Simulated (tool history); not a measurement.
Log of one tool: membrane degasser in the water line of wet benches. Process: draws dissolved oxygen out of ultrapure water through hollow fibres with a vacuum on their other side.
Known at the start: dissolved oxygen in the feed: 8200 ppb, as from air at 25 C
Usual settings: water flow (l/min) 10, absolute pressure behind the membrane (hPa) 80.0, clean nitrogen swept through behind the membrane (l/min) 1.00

run	hour	water flow (l/min)	absolute pressure behind the membrane (hPa)	clean nitrogen swept through behind the membrane (l/min)	dissolved oxygen in the water behind the degasser (ppb)	pressure that the water loses in the fibres (hPa)
1	0.0	10	80.0	1.00	265.3	323.6
2	76.8	10	80.0	1.00	268.3	327.2
3	214.5	10	80.0	1.00	269.4	327.4
4	350.5	10	80.0	1.00	272.1	326.2
5	472.1	10	80.0	1.43	237.2	330.0
6	583.2	10	80.0	1.43	235.6	329.6
7	714.1	10	80.0	1.43	237.7	328.9
8	854.5	13	80.0	1.43	432.8	425.5
9	915.3	13	80.0	1.43	422.9	427.1
10	1037.0	13	80.0	1.53	423.5	425.0
11	1120.0	13	80.0	1.53	427.9	424.8
12	1194.4	13	80.0	1.53	425.7	430.1
13	1300.2	13	80.0	1.53	428.8	429.3
14	1425.3	10	80.0	0.63	341.5	330.9
15	1535.8	10	80.0	0.63	338.8	329.2
16	1619.0	10	80.0	0.63	342.4	330.3
17	1751.7	10	80.0	0.63	344.9	331.8
18	1857.4	10	80.0	0.63	345.7	332.9
# hour 1898.4: vacuum gauge calibrated
19	1941.6	12	50.4	1.00	324.4	400.4
20	2002.6	13	73.4	1.60	407.3	429.4
21	2135.7	9	55.5	0.43	222.8	298.1
22	2229.5	9	55.5	0.43	222.5	298.1
23	2317.2	6	77.1	0.63	127.5	199.1
24	2382.0	12	177.2	2.97	407.2	397.5
25	2478.2	10	75.4	0.71	296.4	329.2
26	2618.1	7	102.7	1.00	167.2	231.7
# hour 2668.9: seals of the vacuum lines changed
27	2726.6	14	53.0	0.72	487.4	469.5
28	2812.4	14	53.0	0.72	493.1	463.9
29	2950.8	7	61.9	2.73	65.4	231.7
30	3062.6	10	163.0	1.34	387.8	335.5
31	3129.3	12	80.0	0.54	497.3	396.1
32	3253.9	7	181.4	0.54	476.5	236.9

3 ways to go on from here, each from the tool as it stands after run 32. What would each give?
A	3365.2	8	79.6	2.80	?	?
B	3365.2	10	103.5	2.01	?	?
C	3365.2	11	80.0	1.00	?	?

run	dissolved oxygen in the water behind the degasser (ppb)	pressure that the water loses in the fibres (hPa)
A	111.2	266.7
B	248.6	334.2
C	344.3	368.7
Without the tool's hidden state the same runs would have given:
run	dissolved oxygen in the water behind the degasser (ppb)	pressure that the water loses in the fibres (hPa)
A	93.2	252.9
B	216.2	317.0
C	302.7	349.7
